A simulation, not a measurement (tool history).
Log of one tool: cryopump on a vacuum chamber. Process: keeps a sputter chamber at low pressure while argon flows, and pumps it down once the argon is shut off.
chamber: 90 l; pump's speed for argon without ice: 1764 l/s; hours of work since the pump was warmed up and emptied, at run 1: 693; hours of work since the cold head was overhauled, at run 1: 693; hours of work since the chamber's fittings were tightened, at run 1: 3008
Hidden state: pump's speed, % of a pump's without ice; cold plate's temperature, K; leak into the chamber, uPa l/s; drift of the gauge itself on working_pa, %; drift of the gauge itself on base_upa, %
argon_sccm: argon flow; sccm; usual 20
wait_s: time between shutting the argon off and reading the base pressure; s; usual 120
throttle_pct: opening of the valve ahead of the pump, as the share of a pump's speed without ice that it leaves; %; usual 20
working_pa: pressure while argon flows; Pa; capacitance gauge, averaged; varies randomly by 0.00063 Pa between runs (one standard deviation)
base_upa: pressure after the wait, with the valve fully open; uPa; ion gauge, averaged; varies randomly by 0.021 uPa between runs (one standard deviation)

| run | hour | argon_sccm | wait_s | throttle_pct | hours of work since the pump was warmed up and emptied | hours of work since the cold head was overhauled | hours of work since the chamber's fittings were tightened | working_pa | base_upa |
|---|---|---|---|---|---|---|---|---|---|
| 1 | 0 | 20 | 120 | 20 | 693 | 693 | 3008 | 0.1003 | 2.04 |
| 2 | 36.7 | 20 | 120 | 19 | 711 | 711 | 3027 | 0.1053 | 2.09 |
| 3 | 74.8 | 20 | 120 | 19 | 731 | 731 | 3046 | 0.1062 | 2.06 |
| 4 | 105.3 | 20 | 120 | 20 | 747 | 747 | 3062 | 0.1025 | 2.07 |
| 5 | 131.5 | 20 | 120 | 20 | 760 | 760 | 3075 | 0.1014 | 2.13 |
| 6 | 150 | 20 | 120 | 20 | 769 | 769 | 3085 | 0.1021 | 2.15 |
| 7 | 188.1 | 20 | 120 | 20 | 789 | 789 | 3104 | 0.1019 | 2.12 |
| 8 | 227.4 | 20 | 120 | 20 | 809 | 809 | 3124 | 0.1014 | 2.17 |
| 9 | 251.5 | 20 | 120 | 20 | 821 | 821 | 3137 | 0.1019 | 2.19 |
| 10 | 267.5 | 20 | 120 | 20 | 830 | 830 | 3145 | 0.1012 | 2.22 |
| 11 | 300 | 20 | 120 | 20 | 846 | 846 | 3162 | 0.1019 | 2.25 |
|  | 316.9 | pump warmed up, emptied and cooled again |
| 12 | 334.1 | 13 | 120 | 20 | 9 | 861 | 3176 | 0.0631 | 1.78 |
| 13 | 359.4 | 13 | 120 | 20 | 22 | 874 | 3189 | 0.0636 | 1.74 |
| 14 | 397 | 13 | 120 | 20 | 41 | 893 | 3209 | 0.0626 | 1.81 |
| 15 | 413.9 | 13 | 120 | 20 | 50 | 902 | 3217 | 0.0631 | 1.76 |
| 16 | 434.2 | 13 | 48 | 54 | 60 | 912 | 3228 | 0.0239 | 2.35 |
| 17 | 454.4 | 17 | 48 | 54 | 70 | 923 | 3238 | 0.0298 | 2.31 |
| 18 | 490.9 | 9 | 144 | 26 | 89 | 941 | 3257 | 0.0341 | 1.81 |
| 19 | 512.8 | 9 | 144 | 26 | 100 | 953 | 3268 | 0.0334 | 1.78 |
| 20 | 541.1 | 12 | 49 | 38 | 115 | 967 | 3282 | 0.0312 | 2.24 |
| 21 | 569.4 | 12 | 246 | 20 | 129 | 982 | 3297 | 0.0593 | 1.73 |
| 22 | 606.3 | 8 | 120 | 20 | 148 | 1000 | 3316 | 0.0381 | 1.86 |
| 23 | 643.6 | 8 | 126 | 20 | 167 | 1019 | 3335 | 0.0392 | 1.88 |
| 24 | 675.4 | 20 | 52 | 26 | 183 | 1036 | 3351 | 0.0749 | 2.38 |
| 25 | 707.5 | 20 | 175 | 22 | 200 | 1052 | 3368 | 0.0879 | 1.87 |
| 26 | 736.4 | 20 | 175 | 22 | 215 | 1067 | 3382 | 0.0889 | 1.84 |
| 27 | 765.2 | 15 | 120 | 49 | 229 | 1082 | 3397 | 0.0315 | 1.94 |
| 28 | 804.9 | 36 | 120 | 20 | 250 | 1102 | 3417 | 0.1761 | 1.91 |
| 29 | 829.8 | 35 | 120 | 20 | 262 | 1115 | 3430 | 0.172 | 1.94 |

What if the next run were any one of these 3? Each begins from the tool's condition after run 29:
| A | 864.9 | 16 | 120 | 20 | 280 | 1133 | 3448 | ? | ? |
| B | 864.9 | 11 | 120 | 31 | 280 | 1133 | 3448 | ? | ? |
| C | 864.9 | 35 | 120 | 42 | 280 | 1133 | 3448 | ? | ? |

| run | working_pa | base_upa |
|---|---|---|
| A | 0.0789 | 2 |
| B | 0.0356 | 1.99 |
| C | 0.0827 | 2.03 |
What these runs would have given with no unlogged condition in the tool:
| run | working_pa | base_upa |
|---|---|---|
| A | 0.0772 | 0.49 |
| B | 0.0344 | 0.49 |
| C | 0.0789 | 0.53 |
